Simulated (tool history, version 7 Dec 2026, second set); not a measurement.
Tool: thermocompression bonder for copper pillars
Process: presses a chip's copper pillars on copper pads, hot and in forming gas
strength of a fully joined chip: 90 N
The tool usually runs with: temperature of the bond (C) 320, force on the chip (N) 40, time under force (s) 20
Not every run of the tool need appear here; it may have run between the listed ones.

run   hour  temperature of the bond (C)  force on the chip (N)  time under force (s)  force that shears a chip off (N)
  1      0                          320                     40                    20                              51.3
      10.4  -- forming gas filter changed
  2     18                          320                     40                    20                              52.4
  3   43.8                          320                     40                    24                              54.3
  4   61.9                          305                     40                    20                              42.4
  5   82.3                          320                     40                    20                              51.9
  6  105.7                          320                     40                    20                              50.9
  7  129.3                          320                     40                    20                              52.4
  8  148.2                          320                     40                    20                              52.5
  9  163.3                          320                     40                    20                              51.7
 10  193.1                          320                     40                    20                              49.5
     197.1  -- forming gas filter changed
 11  219.3                          301                     40                    20                              41.2
 12  238.3                          316                     40                    20                              49.7
 13  252.9                          316                     40                    20                              49.7
 14  274.1                          316                     40                    20                              48.4
 15  291.7                          320                     40                    20                              51.3
 16  321.8                          320                     40                    15                              45.9
 17  345.7                          320                     40                    15                              46.4
 18  374.7                          316                     30                    51                              51.8
     384.1  -- forming gas filter changed
 19  390.5                          316                     30                    51                              53.9
 20  419.6                          316                     30                    51                              53.6
 21    440                          345                     33                    11                              47.6
 22  455.9                          320                     41                    37                              62.9
     459.9  -- heater calibrated with a thermocouple chip
 23  473.3                          320                     41                    37                              63.1
 24  487.2                          313                     41                    20                              49.2
 25  517.8                          313                     41                    20                              49.3
 26    548                          313                     41                    20                              49.9
     572.8  -- forming gas filter changed
 27  580.4                          320                     27                    36                              50.1
 28  597.7                          320                     27                    36                              50.4
 29  622.6                          327                     27                    20                              44.1
 30  636.2                          291                     49                    16                              40.1
 31  660.3                          291                     49                    16                              39.2
 32  675.5                          314                     56                    20                              60.5
 33  699.2                          320                     51                    20                              59.1

Alternative continuations, all from the tool just after run 33; predict every row:
  A   719                          315                     31                    20                                 ?
  B   719                          308                     51                    12                                 ?
  C   719                          308                     37                    16                                 ?
  D   719                          320                     40                    12                                 ?

run  force that shears a chip off (N)
  A                                41
  B                              46.1
  C                                40
  D                              43.7
With no hidden state in the tool, these same runs would have given:
run  force that shears a chip off (N)
  A                              44.4
  B                              49.8
  C                              43.4
  D                              47.2
